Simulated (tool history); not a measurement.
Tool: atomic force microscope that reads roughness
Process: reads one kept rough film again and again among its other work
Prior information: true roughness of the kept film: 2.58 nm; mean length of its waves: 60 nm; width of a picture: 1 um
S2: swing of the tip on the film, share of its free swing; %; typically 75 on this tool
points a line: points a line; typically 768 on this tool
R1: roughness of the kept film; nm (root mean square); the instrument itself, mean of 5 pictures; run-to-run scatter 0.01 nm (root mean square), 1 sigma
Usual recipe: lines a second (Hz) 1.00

Run 1, hour 0.0: usual settings. Result: R1 2.217 nm (root mean square).
Run 2, hour 20.8: usual settings. Result: R1 2.247 nm (root mean square).
At hour 44.2: new tip fitted.
Run 3, hour 49.3: usual settings but points a line 825. Result: R1 2.378 nm (root mean square).
Run 4, hour 88.1: usual settings. Result: R1 2.347 nm (root mean square).
Run 5, hour 130.9: usual settings but lines a second (Hz) 1.72. Result: R1 2.239 nm (root mean square).
Run 6, hour 169.1: usual settings but lines a second (Hz) 1.72. Result: R1 2.185 nm (root mean square).
Run 7, hour 210.6: usual settings but lines a second (Hz) 1.72. Result: R1 2.202 nm (root mean square).
Run 8, hour 242.8: usual settings but lines a second (Hz) 1.72. Result: R1 2.180 nm (root mean square).
Run 9, hour 281.9: usual settings but lines a second (Hz) 1.72. Result: R1 2.190 nm (root mean square).
Run 10, hour 328.1: usual settings but lines a second (Hz) 1.72. Result: R1 2.137 nm (root mean square).
Run 11, hour 352.4: usual settings but lines a second (Hz) 1.72. Result: R1 2.157 nm (root mean square).
At hour 372.8: new tip fitted.
Run 12, hour 397.2: usual settings but lines a second (Hz) 1.72. Result: R1 2.260 nm (root mean square).
Run 13, hour 434.9: usual settings but lines a second (Hz) 1.72. Result: R1 2.242 nm (root mean square).
Run 14, hour 475.8: usual settings but lines a second (Hz) 1.72. Result: R1 2.225 nm (root mean square).
Run 15, hour 496.3: usual settings but lines a second (Hz) 1.72, S2 85 %, points a line 490. Result: R1 2.077 nm (root mean square).
Run 16, hour 537.0: usual settings but lines a second (Hz) 1.72, S2 85 %, points a line 490. Result: R1 2.054 nm (root mean square).
Run 17, hour 558.9: usual settings but lines a second (Hz) 3.78, S2 81 %, points a line 480. Result: R1 1.800 nm (root mean square).
At hour 563.1: height scale calibrated on a step standard.
Run 18, hour 595.4: usual settings but lines a second (Hz) 0.82, points a line 688. Result: R1 2.304 nm (root mean square).
Run 19, hour 623.9: usual settings but lines a second (Hz) 0.82, points a line 688. Result: R1 2.312 nm (root mean square).
Run 20, hour 673.7: usual settings but lines a second (Hz) 2.33, S2 87 %, points a line 350. Result: R1 1.866 nm (root mean square).
At hour 690.7: height scale calibrated on a step standard, once more.
At hour 704.4: new tip fitted.
Run 21, hour 704.4: usual settings but lines a second (Hz) 2.33, S2 87 %, points a line 350. Result: R1 1.947 nm (root mean square).
Run 22, hour 744.6: usual settings but lines a second (Hz) 2.97, S2 82 %, points a line 350. Result: R1 1.921 nm (root mean square).
Run 23, hour 785.3: usual settings but lines a second (Hz) 2.97, S2 82 %, points a line 350. Result: R1 1.899 nm (root mean square).
Run 24, hour 821.6: usual settings but lines a second (Hz) 2.97, S2 82 %, points a line 350. Result: R1 1.897 nm (root mean square).
Run 25, hour 862.2: usual settings but lines a second (Hz) 2.97, S2 82 %, points a line 350. Result: R1 1.882 nm (root mean square).
Run 26, hour 894.5: usual settings but lines a second (Hz) 0.71, S2 79 %, points a line 600. Result: R1 2.311 nm (root mean square).
Run 27, hour 938.7: usual settings but lines a second (Hz) 0.71, S2 79 %, points a line 600. Result: R1 2.284 nm (root mean square).

Predict each of these 3 candidate next runs independently; none follows another, all start after run 27:
Run A, hour 963.7: usual settings but lines a second (Hz) 0.71, S2 89 %, points a line 740. Result: R1 ?.
Run B, hour 963.7: usual settings but lines a second (Hz) 2.85, S2 79 %, points a line 600. Result: R1 ?.
Run C, hour 963.7: usual settings but lines a second (Hz) 0.98, S2 79 %, points a line 600. Result: R1 ?.

run     R1
  A  2.209
  B  1.914
  C  2.213
What these runs would have given with no unlogged condition in the tool:
run     R1
  A  2.309
  B  2.001
  C  2.312
